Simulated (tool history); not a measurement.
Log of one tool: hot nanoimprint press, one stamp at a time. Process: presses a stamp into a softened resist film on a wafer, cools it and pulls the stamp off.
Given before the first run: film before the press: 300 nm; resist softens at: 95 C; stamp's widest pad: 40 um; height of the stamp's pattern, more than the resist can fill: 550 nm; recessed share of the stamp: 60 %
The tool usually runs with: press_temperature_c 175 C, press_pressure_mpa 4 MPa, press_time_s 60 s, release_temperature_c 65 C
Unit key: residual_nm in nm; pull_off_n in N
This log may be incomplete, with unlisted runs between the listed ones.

run,day,press_temperature_c,press_pressure_mpa,press_time_s,release_temperature_c,residual_nm,pull_off_n
1,0,175,4,60,65,165.1,110
2,0.554,175,4,60,65,163.8,108
3,0.846,175,4,60,65,165.3,109
4,1.262,175,4,60,65,166.2,108
5,1.575,175,4,60,65,167.5,109
6,1.896,175,4,60,65,166.5,108
7,2.254,175,4,60,65,164.7,109
8,2.704,175,4,60,65,167.1,110
9,3.075,175,4,60,65,167,113
10,3.517,175,4,60,55,165.4,140
11,4.096,175,4,60,55,166.7,141
12,4.625,175,2.74,60,65,196.2,111
13,5.012,175,5.95,60,65,138.9,112
14,5.533,175,5.95,60,65,139.8,110
15,5.812,175,5.95,60,65,139,113
# day 6.258: stamp cleaned and given a new release coat
16,6.5,170,6.24,94,66,135.1,99
17,6.825,173,3.8,66,54,173.9,132
18,7.408,172,2.94,60,65,200.7,103
19,7.788,172,2.94,60,65,204.4,103
20,8.283,172,2.94,60,65,201.1,103
21,8.746,172,2.94,60,65,198.9,103
22,9.25,177,5.4,33,65,171.2,102
23,9.542,177,5.4,33,65,169.1,103
24,9.925,177,5.4,33,65,170.6,109
25,10.262,183,2.49,52,72,175.1,85
26,10.658,183,2.49,52,72,176,86
27,10.9,179,3.54,52,69,166.2,97
28,11.296,179,3.54,52,69,166.2,93
29,11.625,164,4,60,51,222,145

Measured result minus the same run's result without the hidden state. Both carry the same run-to-run variation, though not necessarily the same gauge scatter:
Unlogged tool condition in this case: true temperature over the reading, C; pressure that arrives at the usual setting, %; grip of the stamp's worn release coat, % over a new coat's; drift of the gauge itself on residual_nm, %; drift of the gauge itself on pull_off_n, %.
run,residual_nm,pull_off_n
1,+1.8,+7
2,+1.9,+8
3,+1.9,+9
4,+2,+9
5,+2.1,+10
6,+2.1,+10
7,+2.1,+10
8,+2.2,+11
9,+2.4,+12
10,+2.5,+15
11,+2.5,+15
12,+2.5,+14
13,+2.7,+13
14,+2.8,+14
15,+2.8,+15
16,+3.1,+2
17,+3.1,+2
18,+3.1,+3
19,+3.2,+3
20,+3.3,+4
21,+3.2,+5
22,+3.7,+5
23,+3.7,+5
24,+3.9,+6
25,+3.1,+6
26,+3.2,+6
27,+3.5,+6
28,+3.6,+7
29,+4.3,+10
